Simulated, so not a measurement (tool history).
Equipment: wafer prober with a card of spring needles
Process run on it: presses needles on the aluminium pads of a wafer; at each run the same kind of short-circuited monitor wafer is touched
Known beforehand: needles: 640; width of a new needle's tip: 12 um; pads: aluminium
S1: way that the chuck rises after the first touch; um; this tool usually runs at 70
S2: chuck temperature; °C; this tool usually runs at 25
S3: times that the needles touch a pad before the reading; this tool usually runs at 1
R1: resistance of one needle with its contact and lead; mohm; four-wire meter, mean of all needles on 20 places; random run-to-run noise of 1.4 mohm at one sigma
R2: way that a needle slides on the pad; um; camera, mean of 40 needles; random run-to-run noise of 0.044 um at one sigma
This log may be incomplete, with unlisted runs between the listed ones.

{"run": 1, "day": 0.0, "S1": 70, "S2": 25, "S3": 1, "R1": 180, "R2": 10.44}
{"run": 2, "day": 0.329, "S1": 74, "S2": 25, "S3": 1, "R1": 162, "R2": 10.96}
{"run": 3, "day": 0.642, "S1": 74, "S2": 25, "S3": 1, "R1": 180, "R2": 11.05}
{"run": 4, "day": 1.158, "S1": 74, "S2": 25, "S3": 1, "R1": 173, "R2": 10.99}
{"run": 5, "day": 1.842, "S1": 87, "S2": 25, "S3": 1, "R1": 171, "R2": 12.93}
{"run": 6, "day": 2.467, "S1": 87, "S2": 25, "S3": 1, "R1": 169, "R2": 12.92}
{"run": 7, "day": 3.067, "S1": 70, "S2": 25, "S3": 1, "R1": 169, "R2": 10.3}
{"run": 8, "day": 3.775, "S1": 70, "S2": 25, "S3": 1, "R1": 171, "R2": 10.36}
{"run": 9, "day": 4.308, "S1": 70, "S2": 25, "S3": 1, "R1": 161, "R2": 10.3}
{"run": 10, "day": 4.646, "S1": 72, "S2": 25, "S3": 1, "R1": 181, "R2": 10.57}
{"run": 11, "day": 5.196, "S1": 72, "S2": 25, "S3": 1, "R1": 175, "R2": 10.63}
{"run": 12, "day": 5.667, "S1": 70, "S2": 25, "S3": 1, "R1": 166, "R2": 10.31}
{"run": 13, "day": 6.133, "S1": 70, "S2": 25, "S3": 1, "R1": 139, "R2": 10.24}
{"run": 14, "day": 6.758, "S1": 51, "S2": 121, "S3": 2, "R1": 148, "R2": 7.35}
{"run": 15, "day": 7.429, "S1": 51, "S2": 42, "S3": 2, "R1": 135, "R2": 7.34}
{"run": 16, "day": 8.029, "S1": 70, "S2": 49, "S3": 2, "R1": 129, "R2": 10.25}
{"run": 17, "day": 8.679, "S1": 58, "S2": 25, "S3": 1, "R1": 129, "R2": 8.7}
{"run": 18, "day": 9.0, "S1": 58, "S2": 97, "S3": 2, "R1": 161, "R2": 8.73}
{"run": 19, "day": 9.492, "S1": 58, "S2": 46, "S3": 1, "R1": 150, "R2": 8.71}
{"run": 20, "day": 10.012, "S1": 58, "S2": 46, "S3": 1, "R1": 132, "R2": 8.66}
{"run": 21, "day": 10.683, "S1": 70, "S2": 30, "S3": 1, "R1": 129, "R2": 10.36}
{"run": 22, "day": 11.354, "S1": 50, "S2": 61, "S3": 1, "R1": 131, "R2": 7.39}
{"run": 23, "day": 11.829, "S1": 87, "S2": 85, "S3": 1, "R1": 181, "R2": 12.97}
{"run": 24, "day": 12.3, "S1": 53, "S2": 70, "S3": 1, "R1": 177, "R2": 7.85}

Removed from this log: 21 entries logged between the listed runs. Between which two listed runs does each belong, and how does the tool's hidden state at the listed run before it compare with that at the listed run after it?
Runs 1 to 2: tips cleaned on abrasive film (day 0.125)
  debris on the tips, nm: 136 -> 87.6; way that the needles fall short of the set height, um: 0.32 -> 0.45; tips' diameter, um: 12.11 -> 12.16
  what was measured, less what the result would be without the hidden state, R1: +58 -> +37 mohm; R2: -0.05 -> -0.07 um
Runs 3 to 4: tips cleaned on abrasive film (day 0.771)
  debris on the tips, nm: 138.8 -> 123.3; way that the needles fall short of the set height, um: 0.45 -> 0.57; tips' diameter, um: 12.16 -> 12.2
  what was measured, less what the result would be without the hidden state, R1: +57 -> +51 mohm; R2: -0.07 -> -0.09 um
Runs 4 to 5: tips cleaned on abrasive film (day 1.446)
  debris on the tips, nm: 123.3 -> 126.8; way that the needles fall short of the set height, um: 0.57 -> 0.66; tips' diameter, um: 12.2 -> 12.23
  what was measured, less what the result would be without the hidden state, R1: +51 -> +50 mohm; R2: -0.09 -> -0.10 um
Runs 5 to 6: tips cleaned on abrasive film (day 2.092)
  debris on the tips, nm: 126.8 -> 120.9; way that the needles fall short of the set height, um: 0.66 -> 0.76; tips' diameter, um: 12.23 -> 12.26
  what was measured, less what the result would be without the hidden state, R1: +50 -> +48 mohm; R2: -0.10 -> -0.12 um
Runs 6 to 7: tips cleaned on abrasive film (day 2.771)
  debris on the tips, nm: 120.9 -> 112.9; way that the needles fall short of the set height, um: 0.76 -> 0.86; tips' diameter, um: 12.26 -> 12.3
  what was measured, less what the result would be without the hidden state, R1: +48 -> +46 mohm; R2: -0.12 -> -0.12 um
Runs 7 to 8: tips cleaned on abrasive film (day 3.417)
  debris on the tips, nm: 112.9 -> 121; way that the needles fall short of the set height, um: 0.86 -> 0.94; tips' diameter, um: 12.3 -> 12.33
  what was measured, less what the result would be without the hidden state, R1: +46 -> +49 mohm; R2: -0.12 -> -0.14 um
Runs 8 to 9: tips cleaned on abrasive film (day 4.062)
  debris on the tips, nm: 121 -> 96.9; way that the needles fall short of the set height, um: 0.94 -> 1.07; tips' diameter, um: 12.33 -> 12.38
  what was measured, less what the result would be without the hidden state, R1: +49 -> +39 mohm; R2: -0.14 -> -0.16 um
Runs 9 to 10: height of the first contact set anew (day 4.350)
  debris on the tips, nm: 96.9 -> 141.2; way that the needles fall short of the set height, um: 1.07 -> 1.34
  what was measured, less what the result would be without the hidden state, R1: +39 -> +58 mohm; R2: -0.16 -> -0.20 um
Runs 10 to 11: tips cleaned on abrasive film (day 4.717)
  debris on the tips, nm: 141.2 -> 135.3; way that the needles fall short of the set height, um: 1.34 -> 1.43; tips' diameter, um: 12.38 -> 12.41
  what was measured, less what the result would be without the hidden state, R1: +58 -> +54 mohm; R2: -0.20 -> -0.21 um
Runs 11 to 12: tips cleaned on abrasive film (day 5.367)
  debris on the tips, nm: 135.3 -> 106.8; way that the needles fall short of the set height, um: 1.43 -> 1.55; tips' diameter, um: 12.41 -> 12.45
  what was measured, less what the result would be without the hidden state, R1: +54 -> +44 mohm; R2: -0.21 -> -0.23 um
Runs 12 to 13: tips cleaned on abrasive film (day 6.046)
  debris on the tips, nm: 106.8 -> 45.4; way that the needles fall short of the set height, um: 1.55 -> 1.63; tips' diameter, um: 12.45 -> 12.48
  what was measured, less what the result would be without the hidden state, R1: +44 -> +18 mohm; R2: -0.23 -> -0.25 um
Runs 13 to 14: tips cleaned on abrasive film (day 6.712)
  debris on the tips, nm: 45.4 -> 32.6; way that the needles fall short of the set height, um: 1.63 -> 1.76; tips' diameter, um: 12.48 -> 12.52
  what was measured, less what the result would be without the hidden state, R1: +18 -> +8 mohm; R2: -0.25 -> -0.26 um
Runs 14 to 15: tips cleaned on abrasive film (day 7.383)
  debris on the tips, nm: 32.6 -> 37.2; way that the needles fall short of the set height, um: 1.76 -> 1.87; tips' diameter, um: 12.52 -> 12.56
  what was measured, less what the result would be without the hidden state, R1: +8 -> +10 mohm; R2: -0.26 -> -0.28 um
Runs 15 to 16: tips cleaned on abrasive film (day 8.029)
  debris on the tips, nm: 37.2 -> 6.4; way that the needles fall short of the set height, um: 1.87 -> 1.99; tips' diameter, um: 12.56 -> 12.6
  what was measured, less what the result would be without the hidden state, R1: +10 -> +1 mohm; R2: -0.28 -> -0.30 um
Runs 16 to 17: height of the first contact set anew, once more (day 8.200); tips cleaned on abrasive film (day 8.679)
  debris on the tips, nm: 6.4 -> 12.2; way that the needles fall short of the set height, um: 1.99 -> 0.11; tips' diameter, um: 12.6 -> 12.64
  what was measured, less what the result would be without the hidden state, R1: +1 -> +5 mohm; R2: -0.30 -> -0.01 um
Runs 18 to 19: tips cleaned on abrasive film (day 9.358)
  debris on the tips, nm: 115.2 -> 65; way that the needles fall short of the set height, um: 0.11 -> 0.22; tips' diameter, um: 12.64 -> 12.68
  what was measured, less what the result would be without the hidden state, R1: +29 -> +26 mohm; R2: -0.02 -> -0.03 um
Runs 19 to 20: tips cleaned on abrasive film (day 10.008)
  debris on the tips, nm: 65 -> 15.6; way that the needles fall short of the set height, um: 0.22 -> 0.33; tips' diameter, um: 12.68 -> 12.72
  what was measured, less what the result would be without the hidden state, R1: +26 -> +6 mohm; R2: -0.03 -> -0.05 um
Runs 20 to 21: tips cleaned on abrasive film (day 10.671)
  debris on the tips, nm: 15.6 -> 16.1; way that the needles fall short of the set height, um: 0.33 -> 0.46; tips' diameter, um: 12.72 -> 12.77
  what was measured, less what the result would be without the hidden state, R1: +6 -> +6 mohm; R2: -0.05 -> -0.07 um
Runs 21 to 22: tips cleaned on abrasive film (day 11.354)
  debris on the tips, nm: 16.1 -> 8.6; way that the needles fall short of the set height, um: 0.46 -> 0.57; tips' diameter, um: 12.77 -> 12.8
  what was measured, less what the result would be without the hidden state, R1: +6 -> +4 mohm; R2: -0.07 -> -0.08 um
Runs 23 to 24: tips cleaned on abrasive film (day 12.004)
  debris on the tips, nm: 136.4 -> 109.9; way that the needles fall short of the set height, um: 0.57 -> 0.65; tips' diameter, um: 12.8 -> 12.83
  what was measured, less what the result would be without the hidden state, R1: +50 -> +48 mohm; R2: -0.09 -> -0.10 um
